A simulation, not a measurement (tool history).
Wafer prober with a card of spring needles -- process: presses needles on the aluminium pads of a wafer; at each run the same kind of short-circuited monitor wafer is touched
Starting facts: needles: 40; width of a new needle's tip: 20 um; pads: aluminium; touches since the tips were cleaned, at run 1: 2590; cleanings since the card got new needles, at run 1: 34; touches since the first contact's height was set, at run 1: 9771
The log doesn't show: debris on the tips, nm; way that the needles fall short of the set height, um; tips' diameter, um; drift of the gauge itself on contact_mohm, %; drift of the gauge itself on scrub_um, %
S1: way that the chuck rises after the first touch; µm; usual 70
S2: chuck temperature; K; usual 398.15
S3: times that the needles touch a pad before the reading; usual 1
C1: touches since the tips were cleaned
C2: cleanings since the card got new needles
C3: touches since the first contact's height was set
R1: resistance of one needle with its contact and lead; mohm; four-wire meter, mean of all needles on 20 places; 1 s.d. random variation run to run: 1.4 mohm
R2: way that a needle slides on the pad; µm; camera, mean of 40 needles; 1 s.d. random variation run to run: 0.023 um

{"run": 1, "hour": 0.0, "S1": 70, "S2": 398.15, "S3": 1, "C1": 2590, "C2": 34, "C3": 9771, "R1": 117, "R2": 17.35}
{"hour": 7.0, "done": "tips cleaned on abrasive film"}
{"run": 2, "hour": 18.3, "S1": 70, "S2": 311.15, "S3": 1, "C1": 4057, "C2": 35, "C3": 16286, "R1": 108, "R2": 17.36}
{"hour": 22.0, "done": "tips cleaned on abrasive film"}
{"hour": 37.5, "done": "tips cleaned on abrasive film"}
{"hour": 52.6, "done": "tips cleaned on abrasive film"}
{"run": 3, "hour": 52.6, "S1": 70, "S2": 311.15, "S3": 1, "C1": 0, "C2": 38, "C3": 28415, "R1": 107, "R2": 17.36}
{"hour": 67.1, "done": "tips cleaned on abrasive film"}
{"hour": 81.7, "done": "tips cleaned on abrasive film"}
{"run": 4, "hour": 82.5, "S1": 70, "S2": 311.15, "S3": 1, "C1": 307, "C2": 40, "C3": 39045, "R1": 109, "R2": 17.38}
{"hour": 96.3, "done": "tips cleaned on abrasive film"}
{"run": 5, "hour": 105.2, "S1": 70, "S2": 311.15, "S3": 1, "C1": 3188, "C2": 41, "C3": 47128, "R1": 109, "R2": 17.39}
{"hour": 110.9, "done": "tips cleaned on abrasive film"}
{"hour": 126.3, "done": "tips cleaned on abrasive film"}
{"run": 6, "hour": 134.0, "S1": 70, "S2": 365.15, "S3": 1, "C1": 2717, "C2": 43, "C3": 57313, "R1": 116, "R2": 17.39}
{"hour": 142.0, "done": "tips cleaned on abrasive film"}
{"hour": 157.2, "done": "tips cleaned on abrasive film"}
{"run": 7, "hour": 161.6, "S1": 70, "S2": 365.15, "S3": 1, "C1": 1573, "C2": 45, "C3": 67109, "R1": 117, "R2": 17.39}
{"hour": 172.5, "done": "tips cleaned on abrasive film"}
{"hour": 186.7, "done": "tips cleaned on abrasive film"}
{"run": 8, "hour": 191.5, "S1": 70, "S2": 365.15, "S3": 1, "C1": 1709, "C2": 47, "C3": 77727, "R1": 116, "R2": 17.39}
{"hour": 202.4, "done": "tips cleaned on abrasive film"}
{"hour": 216.1, "done": "tips cleaned on abrasive film"}
{"run": 9, "hour": 216.1, "S1": 70, "S2": 365.15, "S3": 1, "C1": 0, "C2": 49, "C3": 86441, "R1": 115, "R2": 17.42}
{"hour": 230.9, "done": "tips cleaned on abrasive film"}
{"run": 10, "hour": 233.7, "S1": 70, "S2": 398.15, "S3": 1, "C1": 969, "C2": 50, "C3": 92688, "R1": 117, "R2": 17.43}
{"hour": 238.2, "done": "height of the first contact set anew"}
{"hour": 245.8, "done": "tips cleaned on abrasive film"}
{"hour": 260.4, "done": "tips cleaned on abrasive film"}
{"run": 11, "hour": 263.8, "S1": 70, "S2": 398.15, "S3": 2, "C1": 1216, "C2": 52, "C3": 9104, "R1": 120, "R2": 17.4}
{"hour": 276.1, "done": "tips cleaned on abrasive film"}
{"run": 12, "hour": 281.5, "S1": 78, "S2": 398.15, "S3": 1, "C1": 1911, "C2": 53, "C3": 15362, "R1": 118, "R2": 19.38}
{"hour": 291.1, "done": "tips cleaned on abrasive film"}
{"run": 13, "hour": 298.0, "S1": 78, "S2": 398.15, "S3": 1, "C1": 2453, "C2": 54, "C3": 21222, "R1": 118, "R2": 19.44}
{"hour": 307.1, "done": "tips cleaned on abrasive film"}
{"hour": 321.2, "done": "tips cleaned on abrasive film"}
{"run": 14, "hour": 325.3, "S1": 78, "S2": 398.15, "S3": 1, "C1": 1479, "C2": 56, "C3": 30924, "R1": 119, "R2": 19.39}
{"hour": 336.1, "done": "tips cleaned on abrasive film"}
{"hour": 349.6, "done": "tips cleaned on abrasive film"}
{"run": 15, "hour": 356.7, "S1": 78, "S2": 398.15, "S3": 1, "C1": 2521, "C2": 58, "C3": 42053, "R1": 118, "R2": 19.42}
{"hour": 364.0, "done": "tips cleaned on abrasive film"}
{"hour": 379.3, "done": "tips cleaned on abrasive film"}
{"run": 16, "hour": 380.5, "S1": 56, "S2": 373.15, "S3": 2, "C1": 427, "C2": 60, "C3": 50505, "R1": 122, "R2": 13.94}
{"hour": 395.2, "done": "tips cleaned on abrasive film"}
{"hour": 409.5, "done": "tips cleaned on abrasive film"}
{"run": 17, "hour": 415.1, "S1": 75, "S2": 366.15, "S3": 1, "C1": 2011, "C2": 62, "C3": 62810, "R1": 116, "R2": 18.69}
{"hour": 423.5, "done": "tips cleaned on abrasive film"}
{"hour": 439.5, "done": "tips cleaned on abrasive film"}
{"run": 18, "hour": 448.7, "S1": 75, "S2": 366.15, "S3": 1, "C1": 3290, "C2": 64, "C3": 74727, "R1": 113, "R2": 18.7}
{"hour": 454.9, "done": "tips cleaned on abrasive film"}
{"hour": 468.8, "done": "tips cleaned on abrasive film"}
{"run": 19, "hour": 480.0, "S1": 75, "S2": 366.15, "S3": 1, "C1": 4003, "C2": 66, "C3": 85826, "R1": 116, "R2": 18.76}
{"hour": 482.6, "done": "tips cleaned on abrasive film"}
{"hour": 498.3, "done": "tips cleaned on abrasive film"}
{"hour": 504.5, "done": "height of the first contact set anew"}
{"run": 20, "hour": 504.5, "S1": 78, "S2": 366.15, "S3": 1, "C1": 2089, "C2": 68, "C3": 0, "R1": 113, "R2": 19.52}
{"hour": 512.4, "done": "tips cleaned on abrasive film"}
{"hour": 526.3, "done": "tips cleaned on abrasive film"}
{"hour": 540.5, "done": "tips cleaned on abrasive film"}
{"run": 21, "hour": 541.2, "S1": 78, "S2": 366.15, "S3": 1, "C1": 262, "C2": 71, "C3": 13040, "R1": 113, "R2": 19.48}
{"hour": 556.5, "done": "tips cleaned on abrasive film"}
{"hour": 570.3, "done": "tips cleaned on abrasive film"}
{"run": 22, "hour": 575.6, "S1": 78, "S2": 366.15, "S3": 1, "C1": 1874, "C2": 73, "C3": 25241, "R1": 113, "R2": 19.49}
{"hour": 584.1, "done": "tips cleaned on abrasive film"}
{"run": 23, "hour": 593.0, "S1": 78, "S2": 366.15, "S3": 1, "C1": 3175, "C2": 74, "C3": 31432, "R1": 115, "R2": 19.52}
{"hour": 600.1, "done": "tips cleaned on abrasive film"}
{"run": 24, "hour": 608.8, "S1": 83, "S2": 317.15, "S3": 2, "C1": 3114, "C2": 75, "C3": 37040, "R1": 108, "R2": 20.78}
{"hour": 615.0, "done": "tips cleaned on abrasive film"}
{"hour": 629.2, "done": "tips cleaned on abrasive film"}
{"run": 25, "hour": 639.5, "S1": 83, "S2": 347.15, "S3": 2, "C1": 3691, "C2": 77, "C3": 47930, "R1": 110, "R2": 20.77}
{"hour": 645.6, "done": "tips cleaned on abrasive film"}
{"hour": 659.9, "done": "tips cleaned on abrasive film"}
{"hour": 674.7, "done": "tips cleaned on abrasive film"}
{"run": 26, "hour": 674.7, "S1": 68, "S2": 334.15, "S3": 1, "C1": 0, "C2": 80, "C3": 60392, "R1": 114, "R2": 17.02}
{"hour": 689.8, "done": "tips cleaned on abrasive film"}
{"run": 27, "hour": 692.1, "S1": 52, "S2": 334.15, "S3": 1, "C1": 849, "C2": 81, "C3": 66602, "R1": 117, "R2": 13.02}
{"hour": 705.4, "done": "tips cleaned on abrasive film"}
{"hour": 719.6, "done": "tips cleaned on abrasive film"}
{"run": 28, "hour": 719.6, "S1": 67, "S2": 374.15, "S3": 1, "C1": 0, "C2": 83, "C3": 76331, "R1": 115, "R2": 16.8}
{"hour": 733.1, "done": "tips cleaned on abrasive film"}
{"hour": 748.2, "done": "tips cleaned on abrasive film"}
{"run": 29, "hour": 754.4, "S1": 89, "S2": 374.15, "S3": 1, "C1": 2237, "C2": 85, "C3": 88711, "R1": 111, "R2": 22.35}
{"hour": 762.5, "done": "tips cleaned on abrasive film"}
{"hour": 771.1, "done": "height of the first contact set anew"}
{"hour": 776.3, "done": "tips cleaned on abrasive film"}
{"run": 30, "hour": 781.2, "S1": 78, "S2": 374.15, "S3": 2, "C1": 1751, "C2": 87, "C3": 3583, "R1": 115, "R2": 19.51}

For each run, the measured value with the value that run would have given without the tool's hidden condition subtracted. The run-to-run variation is shared by both, the gauge scatter possibly not:
run=1 R2=+0
run=2 R2=+0.01
run=3 R2=+0.01
run=4 R2=+0.01
run=5 R2=+0.03
run=6 R2=+0.03
run=7 R2=+0.04
run=8 R2=+0.04
run=9 R2=+0.04
run=10 R2=+0.05
run=11 R2=+0.06
run=12 R2=+0.07
run=13 R2=+0.07
run=14 R2=+0.09
run=15 R2=+0.09
run=16 R2=+0.07
run=17 R2=+0.1
run=18 R2=+0.11
run=19 R2=+0.12
run=20 R2=+0.13
run=21 R2=+0.14
run=22 R2=+0.15
run=23 R2=+0.15
run=24 R2=+0.16
run=25 R2=+0.17
run=26 R2=+0.15
run=27 R2=+0.12
run=28 R2=+0.15
run=29 R2=+0.22
run=30 R2=+0.2
R1 without the hidden state stays within 1 mohm of what was measured, in all runs.
